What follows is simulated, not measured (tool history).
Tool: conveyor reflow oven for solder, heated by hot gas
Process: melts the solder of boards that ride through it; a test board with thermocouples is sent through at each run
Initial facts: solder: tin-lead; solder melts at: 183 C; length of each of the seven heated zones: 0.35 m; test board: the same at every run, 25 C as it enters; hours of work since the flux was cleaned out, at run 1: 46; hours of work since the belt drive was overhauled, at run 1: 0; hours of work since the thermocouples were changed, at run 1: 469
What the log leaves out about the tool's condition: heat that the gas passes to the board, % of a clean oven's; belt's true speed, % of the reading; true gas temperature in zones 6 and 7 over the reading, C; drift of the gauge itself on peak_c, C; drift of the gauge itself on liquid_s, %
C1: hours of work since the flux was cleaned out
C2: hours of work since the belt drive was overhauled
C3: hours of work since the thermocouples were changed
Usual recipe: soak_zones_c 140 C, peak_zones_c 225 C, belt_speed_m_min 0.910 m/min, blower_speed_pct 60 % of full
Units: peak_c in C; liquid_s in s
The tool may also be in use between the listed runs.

Run 1, day 0.000: usual settings; C1 46; C2 0; C3 469. Result: peak_c 202.4 C, liquid_s 25.0 s.
Run 2, day 0.729: usual settings; C1 58; C2 12; C3 482. Result: peak_c 202.4 C, liquid_s 24.7 s.
Run 3, day 1.708: usual settings; C1 75; C2 29; C3 498. Result: peak_c 202.2 C, liquid_s 24.5 s.
Run 4, day 3.338: usual settings; C1 103; C2 57; C3 526. Result: peak_c 201.9 C, liquid_s 24.5 s.
Run 5, day 4.483: usual settings but belt_speed_m_min 0.911 m/min; C1 122; C2 76; C3 546. Result: peak_c 201.9 C, liquid_s 24.2 s.
Run 6, day 5.912: usual settings but belt_speed_m_min 0.911 m/min, blower_speed_pct 69 % of full; C1 147; C2 101; C3 570. Result: peak_c 204.6 C, liquid_s 27.0 s.
Run 7, day 7.321: usual settings but belt_speed_m_min 0.911 m/min, blower_speed_pct 69 % of full; C1 171; C2 125; C3 594. Result: peak_c 204.4 C, liquid_s 27.2 s.
At day 7.596: belt drive overhauled, speed set with a stopwatch.
Run 8, day 8.358: usual settings but belt_speed_m_min 0.911 m/min, blower_speed_pct 69 % of full; C1 186; C2 13; C3 609. Result: peak_c 204.4 C, liquid_s 26.8 s.
Run 9, day 10.033: usual settings but blower_speed_pct 57 % of full; C1 214; C2 42; C3 637. Result: peak_c 199.8 C, liquid_s 22.5 s.
Run 10, day 11.258: usual settings but soak_zones_c 151 C, peak_zones_c 231 C, belt_speed_m_min 1.051 m/min, blower_speed_pct 57 % of full; C1 235; C2 62; C3 658. Result: peak_c 201.6 C, liquid_s 22.1 s.
Run 11, day 12.704: usual settings but soak_zones_c 153 C, belt_speed_m_min 0.987 m/min; C1 260; C2 87; C3 683. Result: peak_c 201.2 C, liquid_s 24.3 s.
At day 13.788: flux residue cleaned out of gas plates and filters.
Run 12, day 14.562: usual settings but soak_zones_c 153 C, belt_speed_m_min 0.987 m/min; C1 13; C2 115; C3 711. Result: peak_c 203.1 C, liquid_s 26.4 s.
Run 13, day 16.025: usual settings but soak_zones_c 153 C, belt_speed_m_min 0.987 m/min; C1 38; C2 140; C3 736. Result: peak_c 202.6 C, liquid_s 26.0 s.
Run 14, day 17.275: usual settings but soak_zones_c 141 C, belt_speed_m_min 1.048 m/min, blower_speed_pct 71 % of full; C1 59; C2 161; C3 757. Result: peak_c 201.7 C, liquid_s 21.3 s.
At day 17.642: belt drive overhauled, speed set with a stopwatch, once more.
Run 15, day 18.312: usual settings but soak_zones_c 141 C, belt_speed_m_min 1.048 m/min, blower_speed_pct 71 % of full; C1 74; C2 11; C3 772. Result: peak_c 201.2 C, liquid_s 20.7 s.
Run 16, day 19.283: usual settings but soak_zones_c 141 C, belt_speed_m_min 0.963 m/min, blower_speed_pct 71 % of full; C1 91; C2 28; C3 789. Result: peak_c 204.0 C, liquid_s 25.2 s.
Run 17, day 20.250: usual settings but soak_zones_c 141 C, belt_speed_m_min 0.963 m/min, blower_speed_pct 71 % of full; C1 107; C2 44; C3 805. Result: peak_c 203.6 C, liquid_s 25.0 s.
Run 18, day 21.162: usual settings but belt_speed_m_min 0.942 m/min; C1 123; C2 60; C3 821. Result: peak_c 200.1 C, liquid_s 22.0 s.

Predict each of these 5 candidate next runs independently; none follows another, all start after run 18:
Run A, day 22.812: usual settings but soak_zones_c 149 C, peak_zones_c 234 C, blower_speed_pct 56 % of full; C1 151; C2 88; C3 849. Result: peak_c ?, liquid_s ?.
Run B, day 22.812: usual settings but belt_speed_m_min 0.863 m/min, blower_speed_pct 87 % of full; C1 151; C2 88; C3 849. Result: peak_c ?, liquid_s ?.
Run C, day 22.812: usual settings but peak_zones_c 215 C, belt_speed_m_min 0.782 m/min, blower_speed_pct 55 % of full; C1 151; C2 88; C3 849. Result: peak_c ?, liquid_s ?.
Run D, day 22.812: usual settings but soak_zones_c 149 C, peak_zones_c 229 C, belt_speed_m_min 0.991 m/min; C1 151; C2 88; C3 849. Result: peak_c ?, liquid_s ?.
Run E, day 22.812: usual settings but peak_zones_c 214 C, belt_speed_m_min 0.942 m/min; C1 151; C2 88; C3 849. Result: peak_c ?, liquid_s ?.

run  peak_c  liquid_s
  A   208.8      31.3
  B   210.4      33.6
  C   196.1      23.2
  D   203.2      24.8
  E   191.3      13.3
What these runs would have given with no unlogged condition in the tool:
run  peak_c  liquid_s
  A   211.2      33.0
  B   213.1      35.3
  C   198.3      25.9
  D   205.7      26.8
  E   193.7      16.3
